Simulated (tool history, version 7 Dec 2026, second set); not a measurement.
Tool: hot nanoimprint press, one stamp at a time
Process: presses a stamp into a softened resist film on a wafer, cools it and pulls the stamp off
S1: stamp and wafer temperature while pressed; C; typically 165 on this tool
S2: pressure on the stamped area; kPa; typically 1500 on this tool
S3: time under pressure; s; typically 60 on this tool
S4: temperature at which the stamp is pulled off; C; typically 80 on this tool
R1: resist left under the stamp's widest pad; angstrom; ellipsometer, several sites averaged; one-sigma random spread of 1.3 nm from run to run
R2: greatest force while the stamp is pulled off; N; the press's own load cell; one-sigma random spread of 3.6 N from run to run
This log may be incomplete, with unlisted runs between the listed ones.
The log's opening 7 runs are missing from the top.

run   hour   S1    S2  S3  S4    R1   R2
  8  209.2  165  1500  60  80  3009  219
  9  233.9  165  1500  60  80  2997  211
 10  269.1  165  1500  60  80  3024  218
     302.6  -- plate thermocouple calibrated
 11  306.2  165  1560  60  80  2817  207
 12  339.6  165  1560  60  80  2814  221
 13  361.0  165  1560  60  80  2832  207
 14  386.7  165  1500  60  80  2897  221
     408.4  -- stamp cleaned and given a new release coat
 15  427.8  165  1310  60  80  3115  175
 16  462.3  165  1870  60  80  2586  177
 17  490.9  165  1870  60  80  2582  181
 18  513.0  165  1870  60  80  2580  185
 19  550.8  165  1650  50  80  2961  179
 20  585.0  165  1500  53  75  3080  220
 21  619.4  160  2130  49  83  3069  172

Run 22 has not been measured yet. What should we expect?
 22  650.7  160  2130  49  83   ?   ?

Run 22 produced R1 3084 angstrom, R2 191 N.
With no hidden state in the tool, this same run would have given R1 2911 angstrom, R2 165 N.
